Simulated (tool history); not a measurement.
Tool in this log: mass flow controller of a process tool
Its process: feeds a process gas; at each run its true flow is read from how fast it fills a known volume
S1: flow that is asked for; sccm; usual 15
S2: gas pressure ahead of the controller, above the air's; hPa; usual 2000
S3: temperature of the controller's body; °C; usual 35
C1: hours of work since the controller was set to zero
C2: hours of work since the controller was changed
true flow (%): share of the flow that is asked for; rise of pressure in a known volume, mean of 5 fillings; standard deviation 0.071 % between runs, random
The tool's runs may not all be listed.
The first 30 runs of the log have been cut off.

run 31 day=129.275 | S1=15 S2=1900 S3=22 | C1=1971 C2=1971 | true_flow_(%)=96.53
run 32 day=135.138 | S1=15 S2=1900 S3=22 | C1=2027 C2=2027 | true_flow_(%)=96.57
run 33 day=137.754 | S1=24 S2=1440 S3=26 | C1=2051 C2=2051 | true_flow_(%)=97.31
run 34 day=142.050 | S1=24 S2=1440 S3=26 | C1=2092 C2=2092 | true_flow_(%)=97.27
-- day=143.242 gauge calibrated
run 35 day=144.767 | S1=24 S2=1440 S3=26 | C1=2118 C2=2118 | true_flow_(%)=98.87
run 36 day=149.988 | S1=15 S2=1910 S3=29 | C1=2167 C2=2167 | true_flow_(%)=98.69
run 37 day=155.633 | S1=23 S2=2260 S3=36 | C1=2221 C2=2221 | true_flow_(%)=100.02
run 38 day=159.046 | S1=18 S2=2000 S3=35 | C1=2253 C2=2253 | true_flow_(%)=99.50
run 39 day=162.412 | S1=18 S2=2470 S3=21 | C1=2285 C2=2285 | true_flow_(%)=97.94
run 40 day=165.183 | S1=15 S2=2000 S3=32 | C1=2311 C2=2311 | true_flow_(%)=99.05
run 41 day=171.067 | S1=6 S2=2000 S3=21 | C1=2366 C2=2366 | true_flow_(%)=97.39
run 42 day=174.025 | S1=15 S2=2050 S3=39 | C1=2394 C2=2394 | true_flow_(%)=99.63

5 ways to go on from here, each from the tool as it stands after run 42. What would each give?
run A day=179.642 | S1=21 S2=1740 S3=38 | C1=2448 C2=2448 | true_flow_(%)=?
run B day=179.642 | S1=5 S2=2350 S3=30 | C1=2448 C2=2448 | true_flow_(%)=?
run C day=179.642 | S1=12 S2=2410 S3=39 | C1=2448 C2=2448 | true_flow_(%)=?
run D day=179.642 | S1=15 S2=1950 S3=30 | C1=2448 C2=2448 | true_flow_(%)=?
run E day=179.642 | S1=5 S2=1970 S3=35 | C1=2448 C2=2448 | true_flow_(%)=?

run=A true_flow_(%)=99.74
run=B true_flow_(%)=98.23
run=C true_flow_(%)=99.66
run=D true_flow_(%)=98.61
run=E true_flow_(%)=98.72
With the hidden condition removed and each run's random variation left untouched, the same runs would have given:
run=A true_flow_(%)=100.16
run=B true_flow_(%)=98.63
run=C true_flow_(%)=100.07
run=D true_flow_(%)=99.02
run=E true_flow_(%)=99.12
